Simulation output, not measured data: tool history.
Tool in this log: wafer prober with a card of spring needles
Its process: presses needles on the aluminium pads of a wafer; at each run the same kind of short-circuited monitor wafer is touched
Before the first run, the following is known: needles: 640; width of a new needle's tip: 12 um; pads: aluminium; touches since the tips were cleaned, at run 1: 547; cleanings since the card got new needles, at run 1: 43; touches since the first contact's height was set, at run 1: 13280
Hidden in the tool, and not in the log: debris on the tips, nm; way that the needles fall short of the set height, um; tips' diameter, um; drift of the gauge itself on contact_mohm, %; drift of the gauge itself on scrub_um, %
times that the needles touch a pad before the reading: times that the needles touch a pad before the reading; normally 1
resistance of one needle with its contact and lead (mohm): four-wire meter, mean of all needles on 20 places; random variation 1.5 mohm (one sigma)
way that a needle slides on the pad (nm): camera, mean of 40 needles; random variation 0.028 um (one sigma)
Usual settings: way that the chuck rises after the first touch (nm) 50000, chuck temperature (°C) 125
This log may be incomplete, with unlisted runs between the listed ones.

| run | day | way that the chuck rises after the first touch (nm) | chuck temperature (°C) | times that the needles touch a pad before the reading | touches since the tips were cleaned | cleanings since the card got new needles | touches since the first contact's height was set | resistance of one needle with its contact and lead (mohm) | way that a needle slides on the pad (nm) |
|---|---|---|---|---|---|---|---|---|---|
| 1 | 0.000 | 50000 | 125 | 1 | 547 | 43 | 13280 | 139 | 11000 |
|  | 0.179 | tips cleaned on abrasive film |
| 2 | 0.212 | 50000 | 125 | 1 | 347 | 44 | 15370 | 137 | 10980 |
|  | 0.421 | tips cleaned on abrasive film |
|  | 0.662 | tips cleaned on abrasive film |
| 3 | 0.692 | 50000 | 125 | 1 | 297 | 46 | 20067 | 136 | 11030 |
|  | 0.921 | tips cleaned on abrasive film |
| 4 | 0.942 | 50000 | 125 | 1 | 204 | 47 | 22507 | 138 | 11020 |
|  | 1.150 | tips cleaned on abrasive film |
| 5 | 1.196 | 50000 | 125 | 1 | 450 | 48 | 24994 | 141 | 11040 |
|  | 1.404 | tips cleaned on abrasive film |
|  | 1.650 | tips cleaned on abrasive film |
| 6 | 1.671 | 50000 | 125 | 1 | 181 | 50 | 29639 | 136 | 11030 |
|  | 1.921 | tips cleaned on abrasive film |
| 7 | 2.108 | 50000 | 125 | 1 | 1885 | 51 | 33973 | 141 | 11030 |
|  | 2.167 | tips cleaned on abrasive film |
| 8 | 2.375 | 50000 | 125 | 1 | 2081 | 52 | 36588 | 140 | 11010 |
|  | 2.400 | tips cleaned on abrasive film |
|  | 2.642 | tips cleaned on abrasive film |
| 9 | 2.642 | 50000 | 125 | 1 | 0 | 54 | 39176 | 136 | 11030 |
|  | 2.871 | tips cleaned on abrasive film |
| 10 | 2.979 | 50000 | 77 | 1 | 1084 | 55 | 42478 | 132 | 11030 |
|  | 3.104 | tips cleaned on abrasive film |
| 11 | 3.192 | 50000 | 77 | 1 | 858 | 56 | 44540 | 132 | 11010 |
|  | 3.354 | tips cleaned on abrasive film |
| 12 | 3.529 | 50000 | 77 | 1 | 1764 | 57 | 47879 | 132 | 11020 |
|  | 3.579 | tips cleaned on abrasive film |
|  | 3.838 | tips cleaned on abrasive film |
| 13 | 3.879 | 50000 | 77 | 1 | 407 | 59 | 51266 | 133 | 10980 |
|  | 4.092 | tips cleaned on abrasive film |
| 14 | 4.246 | 50000 | 125 | 2 | 1547 | 60 | 54892 | 140 | 11040 |
|  | 4.321 | tips cleaned on abrasive film |
|  | 4.550 | tips cleaned on abrasive film |
| 15 | 4.604 | 50000 | 125 | 2 | 536 | 62 | 58405 | 135 | 11010 |
|  | 4.796 | tips cleaned on abrasive film |
| 16 | 4.846 | 50000 | 125 | 2 | 485 | 63 | 60759 | 135 | 11050 |
|  | 5.029 | tips cleaned on abrasive film |
|  | 5.267 | tips cleaned on abrasive film |
| 17 | 5.279 | 50000 | 125 | 2 | 129 | 65 | 64994 | 135 | 10980 |
|  | 5.500 | tips cleaned on abrasive film |
| 18 | 5.650 | 50000 | 125 | 2 | 1506 | 66 | 68643 | 140 | 10990 |
|  | 5.729 | tips cleaned on abrasive film |
| 19 | 5.879 | 50000 | 125 | 2 | 1465 | 67 | 70875 | 138 | 10990 |
|  | 5.988 | tips cleaned on abrasive film |
| 20 | 6.079 | 50000 | 125 | 2 | 911 | 68 | 72824 | 140 | 11000 |
|  | 6.242 | tips cleaned on abrasive film |
|  | 6.483 | tips cleaned on abrasive film |
| 21 | 6.521 | 69000 | 125 | 2 | 349 | 70 | 77151 | 134 | 15160 |
|  | 6.721 | tips cleaned on abrasive film |
| 22 | 6.750 | 56000 | 64 | 2 | 327 | 71 | 79425 | 128 | 12350 |
|  | 6.971 | tips cleaned on abrasive film |
| 23 | 7.121 | 47000 | 64 | 2 | 1483 | 72 | 83066 | 129 | 10380 |
|  | 7.212 | tips cleaned on abrasive film |
|  | 7.442 | tips cleaned on abrasive film |
| 24 | 7.508 | 33000 | 36 | 1 | 677 | 74 | 86852 | 130 | 7250 |
|  | 7.688 | tips cleaned on abrasive film |
| 25 | 7.800 | 33000 | 36 | 1 | 1154 | 75 | 89728 | 133 | 7280 |
|  | 7.921 | tips cleaned on abrasive film |
|  | 8.171 | tips cleaned on abrasive film |
| 26 | 8.208 | 33000 | 36 | 2 | 354 | 77 | 93679 | 131 | 7260 |
|  | 8.400 | tips cleaned on abrasive film |
|  | 8.604 | height of the first contact set anew |
| 27 | 8.621 | 33000 | 36 | 2 | 2057 | 78 | 151 | 129 | 7260 |

Predict the results of run 28:
|  | 8.662 | tips cleaned on abrasive film |
|  | 8.912 | tips cleaned on abrasive film |
| 28 | 9.017 | 33000 | 36 | 2 | 1048 | 80 | 4028 | ? | ? |

resistance of one needle with its contact and lead (mohm): 133
way that a needle slides on the pad (nm): 7280
If the tool had no hidden condition, the same run with the same run-to-run variation would have returned resistance of one needle with its contact and lead (mohm) 132, way that a needle slides on the pad (nm) 7280.
